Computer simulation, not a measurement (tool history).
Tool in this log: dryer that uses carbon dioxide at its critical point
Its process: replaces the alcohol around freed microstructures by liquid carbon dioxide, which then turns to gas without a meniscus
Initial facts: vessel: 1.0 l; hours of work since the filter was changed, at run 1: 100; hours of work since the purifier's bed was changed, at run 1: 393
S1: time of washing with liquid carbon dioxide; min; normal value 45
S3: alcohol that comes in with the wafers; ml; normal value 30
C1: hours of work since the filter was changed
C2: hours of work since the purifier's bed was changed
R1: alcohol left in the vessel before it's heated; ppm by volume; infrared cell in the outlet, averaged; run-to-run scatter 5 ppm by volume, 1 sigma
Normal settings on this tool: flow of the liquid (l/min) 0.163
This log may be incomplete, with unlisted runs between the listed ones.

{"run": 1, "hour": 0.0, "S1": 45, "flow of the liquid (l/min)": 0.163, "S3": 30, "C1": 100, "C2": 393, "R1": 99}
{"run": 2, "hour": 34.1, "S1": 45, "flow of the liquid (l/min)": 0.163, "S3": 30, "C1": 117, "C2": 410, "R1": 98}
{"run": 3, "hour": 80.1, "S1": 34, "flow of the liquid (l/min)": 0.163, "S3": 30, "C1": 140, "C2": 433, "R1": 259}
{"run": 4, "hour": 121.5, "S1": 34, "flow of the liquid (l/min)": 0.163, "S3": 30, "C1": 160, "C2": 453, "R1": 260}
{"run": 5, "hour": 164.1, "S1": 34, "flow of the liquid (l/min)": 0.163, "S3": 30, "C1": 182, "C2": 474, "R1": 275}
{"run": 6, "hour": 199.4, "S1": 45, "flow of the liquid (l/min)": 0.163, "S3": 30, "C1": 199, "C2": 492, "R1": 121}
{"run": 7, "hour": 220.5, "S1": 45, "flow of the liquid (l/min)": 0.163, "S3": 30, "C1": 210, "C2": 503, "R1": 134}
{"run": 8, "hour": 243.0, "S1": 45, "flow of the liquid (l/min)": 0.163, "S3": 30, "C1": 221, "C2": 514, "R1": 127}
{"run": 9, "hour": 268.7, "S1": 45, "flow of the liquid (l/min)": 0.163, "S3": 30, "C1": 234, "C2": 527, "R1": 126}
{"run": 10, "hour": 314.6, "S1": 45, "flow of the liquid (l/min)": 0.163, "S3": 30, "C1": 257, "C2": 549, "R1": 140}
{"hour": 320.0, "done": "inlet filter changed"}
{"run": 11, "hour": 355.0, "S1": 59, "flow of the liquid (l/min)": 0.163, "S3": 30, "C1": 17, "C2": 569, "R1": 92}
{"run": 12, "hour": 382.2, "S1": 59, "flow of the liquid (l/min)": 0.163, "S3": 30, "C1": 31, "C2": 583, "R1": 94}
{"run": 13, "hour": 424.7, "S1": 30, "flow of the liquid (l/min)": 0.162, "S3": 63, "C1": 52, "C2": 604, "R1": 748}
{"run": 14, "hour": 470.0, "S1": 30, "flow of the liquid (l/min)": 0.162, "S3": 63, "C1": 75, "C2": 626, "R1": 758}
{"run": 15, "hour": 492.7, "S1": 30, "flow of the liquid (l/min)": 0.162, "S3": 63, "C1": 86, "C2": 638, "R1": 771}
{"run": 16, "hour": 532.8, "S1": 66, "flow of the liquid (l/min)": 0.177, "S3": 28, "C1": 106, "C2": 658, "R1": 104}
{"run": 17, "hour": 578.4, "S1": 66, "flow of the liquid (l/min)": 0.177, "S3": 28, "C1": 129, "C2": 680, "R1": 109}
{"run": 18, "hour": 610.7, "S1": 66, "flow of the liquid (l/min)": 0.177, "S3": 28, "C1": 145, "C2": 696, "R1": 111}
{"run": 19, "hour": 641.1, "S1": 66, "flow of the liquid (l/min)": 0.177, "S3": 28, "C1": 160, "C2": 712, "R1": 119}
{"run": 20, "hour": 675.8, "S1": 66, "flow of the liquid (l/min)": 0.177, "S3": 28, "C1": 177, "C2": 729, "R1": 115}
{"run": 21, "hour": 709.9, "S1": 66, "flow of the liquid (l/min)": 0.177, "S3": 28, "C1": 194, "C2": 746, "R1": 119}
{"run": 22, "hour": 757.3, "S1": 66, "flow of the liquid (l/min)": 0.177, "S3": 28, "C1": 218, "C2": 769, "R1": 125}
{"hour": 774.9, "done": "purifier's bed changed"}
{"run": 23, "hour": 782.1, "S1": 66, "flow of the liquid (l/min)": 0.177, "S3": 24, "C1": 229, "C2": 4, "R1": 13}
{"run": 24, "hour": 809.0, "S1": 66, "flow of the liquid (l/min)": 0.177, "S3": 24, "C1": 242, "C2": 17, "R1": 6}

For each run, the measured value with the value that run would have given without the tool's hidden condition subtracted. The run-to-run variation is shared by both, the gauge scatter possibly not:
Unlogged tool condition in this case: flow that reaches the vessel past the clogged filter, %; alcohol in the recycled carbon dioxide, ppm; drift of the gauge itself on alcohol_ppm, %.
run=1 R1=+66
run=2 R1=+71
run=3 R1=+110
run=4 R1=+119
run=5 R1=+130
run=6 R1=+92
run=7 R1=+95
run=8 R1=+101
run=9 R1=+101
run=10 R1=+108
run=11 R1=+88
run=12 R1=+90
run=13 R1=+155
run=14 R1=+180
run=15 R1=+193
run=16 R1=+101
run=17 R1=+105
run=18 R1=+108
run=19 R1=+111
run=20 R1=+113
run=21 R1=+115
run=22 R1=+121
run=23 R1=+2
run=24 R1=+3

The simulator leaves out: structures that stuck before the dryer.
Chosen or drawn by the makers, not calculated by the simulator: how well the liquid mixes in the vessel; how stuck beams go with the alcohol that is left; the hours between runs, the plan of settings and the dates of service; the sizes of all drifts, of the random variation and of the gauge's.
